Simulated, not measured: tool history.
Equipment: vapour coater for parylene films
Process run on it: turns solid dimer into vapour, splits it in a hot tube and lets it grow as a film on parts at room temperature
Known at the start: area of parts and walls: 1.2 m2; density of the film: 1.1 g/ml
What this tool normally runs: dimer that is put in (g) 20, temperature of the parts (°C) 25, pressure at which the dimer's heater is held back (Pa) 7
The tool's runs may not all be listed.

| run | hour | dimer that is put in (g) | temperature of the parts (°C) | pressure at which the dimer's heater is held back (Pa) | thickness of the film (nm) |
|---|---|---|---|---|---|
| 1 | 0 | 20 | 25 | 7 | 6700 |
| 2 | 46.6 | 20 | 25 | 7 | 6710 |
| 3 | 88.6 | 15 | 25 | 7 | 5060 |
| 4 | 152.3 | 20 | 25 | 7 | 6690 |
| 5 | 224.4 | 20 | 25 | 7 | 6650 |
| 6 | 312.9 | 20 | 25 | 7 | 6630 |
| 7 | 372.4 | 20 | 25 | 4.35 | 7160 |
| 8 | 433.2 | 20 | 25 | 4.35 | 7120 |
|  | 483.7 | trap's valve overhauled |
| 9 | 513.1 | 20 | 25 | 4.35 | 7440 |
| 10 | 569 | 20 | 25 | 4.35 | 7400 |
| 11 | 624 | 12 | 24 | 3.46 | 4740 |
| 12 | 666.2 | 12 | 24 | 3.46 | 4750 |
| 13 | 712.5 | 12 | 24 | 3.46 | 4740 |
| 14 | 801.2 | 12 | 24 | 3.46 | 4720 |
| 15 | 880.4 | 12 | 24 | 3.46 | 4670 |

What if the next run were any one of these 5? Each begins from the tool's condition after run 15:
| A | 965 | 13 | 22 | 7 | ? |
| B | 965 | 12 | 24 | 2.72 | ? |
| C | 965 | 25 | 36 | 9.73 | ? |
| D | 965 | 11 | 35 | 3.46 | ? |
| E | 965 | 20 | 25 | 4.2 | ? |

| run | thickness of the film (nm) |
|---|---|
| A | 4770 |
| B | 4820 |
| C | 6040 |
| D | 3200 |
| E | 7360 |
Had the tool no hidden state, the same runs would have come out as:
| run | thickness of the film (nm) |
|---|---|
| A | 4870 |
| B | 4930 |
| C | 6160 |
| D | 3270 |
| E | 7520 |
